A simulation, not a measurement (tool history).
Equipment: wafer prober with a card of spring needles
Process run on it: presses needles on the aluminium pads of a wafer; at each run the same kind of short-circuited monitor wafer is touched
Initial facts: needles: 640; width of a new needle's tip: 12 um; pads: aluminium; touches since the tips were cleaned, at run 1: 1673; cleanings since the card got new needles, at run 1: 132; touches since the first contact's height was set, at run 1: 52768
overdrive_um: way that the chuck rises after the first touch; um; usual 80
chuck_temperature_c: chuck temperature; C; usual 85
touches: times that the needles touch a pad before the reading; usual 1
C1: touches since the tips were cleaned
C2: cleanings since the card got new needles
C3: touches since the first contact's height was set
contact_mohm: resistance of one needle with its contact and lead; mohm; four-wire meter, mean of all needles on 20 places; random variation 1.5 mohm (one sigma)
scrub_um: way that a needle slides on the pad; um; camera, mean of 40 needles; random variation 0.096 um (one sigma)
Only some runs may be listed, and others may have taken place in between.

run 1 day=0 | overdrive_um=80 chuck_temperature_c=85 touches=1 | C1=1673 C2=132 C3=52768 | contact_mohm=146 scrub_um=16.47
-- day=0.429 tips cleaned on abrasive film
-- day=1 tips cleaned on abrasive film
-- day=1.712 tips cleaned on abrasive film
run 2 day=1.792 | overdrive_um=80 chuck_temperature_c=85 touches=1 | C1=602 C2=135 C3=65883 | contact_mohm=144 scrub_um=16.62
-- day=2.362 tips cleaned on abrasive film
-- day=3.075 tips cleaned on abrasive film
-- day=3.788 tips cleaned on abrasive film
run 3 day=4.158 | overdrive_um=87 chuck_temperature_c=85 touches=1 | C1=2752 C2=138 C3=83235 | contact_mohm=146 scrub_um=18.05
-- day=4.446 tips cleaned on abrasive film
-- day=5.158 tips cleaned on abrasive film
-- day=5.871 tips cleaned on abrasive film
-- day=6.583 tips cleaned on abrasive film
run 4 day=6.771 | overdrive_um=80 chuck_temperature_c=85 touches=1 | C1=1385 C2=142 C3=102347 | contact_mohm=145 scrub_um=16.39
-- day=7.188 tips cleaned on abrasive film
-- day=7.896 tips cleaned on abrasive film
run 5 day=8.383 | overdrive_um=80 chuck_temperature_c=85 touches=1 | C1=3597 C2=144 C3=114176 | contact_mohm=150 scrub_um=16.54
-- day=8.529 tips cleaned on abrasive film
-- day=9.242 tips cleaned on abrasive film
-- day=9.933 tips cleaned on abrasive film
run 6 day=9.933 | overdrive_um=70 chuck_temperature_c=85 touches=1 | C1=0 C2=147 C3=125495 | contact_mohm=146 scrub_um=14.33
-- day=10.646 tips cleaned on abrasive film
-- day=11.358 tips cleaned on abrasive film
-- day=12.067 tips cleaned on abrasive film
-- day=12.721 tips cleaned on abrasive film
run 7 day=12.721 | overdrive_um=70 chuck_temperature_c=71 touches=1 | C1=0 C2=151 C3=145927 | contact_mohm=146 scrub_um=14.31
-- day=13.292 tips cleaned on abrasive film
-- day=14.004 tips cleaned on abrasive film
-- day=14.712 tips cleaned on abrasive film
-- day=15.421 tips cleaned on abrasive film
run 8 day=15.788 | overdrive_um=70 chuck_temperature_c=71 touches=2 | C1=2689 C2=155 C3=168388 | contact_mohm=147 scrub_um=14.29
-- day=16.075 tips cleaned on abrasive film
-- day=16.779 tips cleaned on abrasive film
-- day=17.383 tips cleaned on abrasive film
run 9 day=17.383 | overdrive_um=80 chuck_temperature_c=85 touches=1 | C1=0 C2=158 C3=180045 | contact_mohm=144 scrub_um=16.35
-- day=18.096 tips cleaned on abrasive film
-- day=18.796 tips cleaned on abrasive film
-- day=19.508 tips cleaned on abrasive film
-- day=20.108 tips cleaned on abrasive film
run 10 day=20.108 | overdrive_um=90 chuck_temperature_c=85 touches=1 | C1=0 C2=162 C3=200006 | contact_mohm=145 scrub_um=18.54
-- day=20.679 tips cleaned on abrasive film
-- day=20.975 height of the first contact set anew
-- day=21.404 tips cleaned on abrasive film
-- day=22.112 tips cleaned on abrasive film
run 11 day=22.129 | overdrive_um=90 chuck_temperature_c=85 touches=1 | C1=110 C2=165 C3=8442 | contact_mohm=146 scrub_um=18.48
-- day=22.7 tips cleaned on abrasive film
-- day=23.408 tips cleaned on abrasive film
-- day=24.121 tips cleaned on abrasive film
run 12 day=24.508 | overdrive_um=62 chuck_temperature_c=54 touches=2 | C1=2858 C2=168 C3=25898 | contact_mohm=144 scrub_um=12.64
-- day=24.796 tips cleaned on abrasive film
-- day=25.508 tips cleaned on abrasive film
-- day=26.15 tips cleaned on abrasive film
run 13 day=26.15 | overdrive_um=62 chuck_temperature_c=54 touches=2 | C1=0 C2=171 C3=37881 | contact_mohm=148 scrub_um=12.72
-- day=26.721 tips cleaned on abrasive film
-- day=27.429 tips cleaned on abrasive film
-- day=28 tips cleaned on abrasive film
-- day=28.592 tips cleaned on abrasive film
run 14 day=28.592 | overdrive_um=99 chuck_temperature_c=60 touches=1 | C1=0 C2=175 C3=55757 | contact_mohm=139 scrub_um=20.14
-- day=29.304 tips cleaned on abrasive film
-- day=30.017 tips cleaned on abrasive film
run 15 day=30.133 | overdrive_um=82 chuck_temperature_c=111 touches=1 | C1=864 C2=177 C3=67049 | contact_mohm=152 scrub_um=16.83
-- day=30.7 tips cleaned on abrasive film
-- day=31.408 tips cleaned on abrasive film
run 16 day=31.767 | overdrive_um=82 chuck_temperature_c=111 touches=1 | C1=2630 C2=179 C3=79036 | contact_mohm=152 scrub_um=16.71
-- day=32.054 tips cleaned on abrasive film
-- day=32.767 tips cleaned on abrasive film
-- day=33.467 tips cleaned on abrasive film
-- day=34.033 tips cleaned on abrasive film
run 17 day=34.233 | overdrive_um=72 chuck_temperature_c=85 touches=1 | C1=1455 C2=183 C3=97080 | contact_mohm=153 scrub_um=14.65
-- day=34.662 tips cleaned on abrasive film
-- day=35.375 tips cleaned on abrasive film
-- day=36.083 tips cleaned on abrasive film
run 18 day=36.438 | overdrive_um=80 chuck_temperature_c=39 touches=2 | C1=2610 C2=186 C3=113244 | contact_mohm=140 scrub_um=16.27
-- day=36.725 tips cleaned on abrasive film
-- day=37.438 tips cleaned on abrasive film
-- day=38.15 tips cleaned on abrasive film
-- day=38.788 tips cleaned on abrasive film
run 19 day=38.788 | overdrive_um=63 chuck_temperature_c=39 touches=1 | C1=0 C2=190 C3=130412 | contact_mohm=144 scrub_um=12.88
-- day=39.496 tips cleaned on abrasive film
-- day=40.204 tips cleaned on abrasive film
-- day=40.912 tips cleaned on abrasive film
run 20 day=40.912 | overdrive_um=74 chuck_temperature_c=39 touches=3 | C1=0 C2=193 C3=145978 | contact_mohm=141 scrub_um=15.18
-- day=41.621 tips cleaned on abrasive film
-- day=42.333 tips cleaned on abrasive film
run 21 day=42.608 | overdrive_um=60 chuck_temperature_c=47 touches=1 | C1=2025 C2=195 C3=158431 | contact_mohm=146 scrub_um=12.18
-- day=43.038 tips cleaned on abrasive film
-- day=43.75 tips cleaned on abrasive film
-- day=44.45 tips cleaned on abrasive film
run 22 day=44.45 | overdrive_um=88 chuck_temperature_c=28 touches=1 | C1=0 C2=198 C3=171899 | contact_mohm=135 scrub_um=17.78

The logged runs with the hidden state left out (each run's random variation unchanged):
Hidden state at play: debris on the tips, nm; way that the needles fall short of the set height, um; tips' diameter, um; drift of the gauge itself on contact_mohm, %; drift of the gauge itself on scrub_um, %.
run=1 scrub_um=16.47
run=2 scrub_um=16.64
run=3 scrub_um=18.08
run=4 scrub_um=16.43
run=5 scrub_um=16.59
run=6 scrub_um=14.39
run=7 scrub_um=14.38
run=8 scrub_um=14.37
run=9 scrub_um=16.46
run=10 scrub_um=18.67
run=11 scrub_um=18.62
run=12 scrub_um=12.74
run=13 scrub_um=12.84
run=14 scrub_um=20.34
run=15 scrub_um=17
run=16 scrub_um=16.9
run=17 scrub_um=14.83
run=18 scrub_um=16.48
run=19 scrub_um=13.06
run=20 scrub_um=15.4
run=21 scrub_um=12.37
run=22 scrub_um=18.06
For contact_mohm, the value without the hidden state is never more than 1 mohm from the measured value.
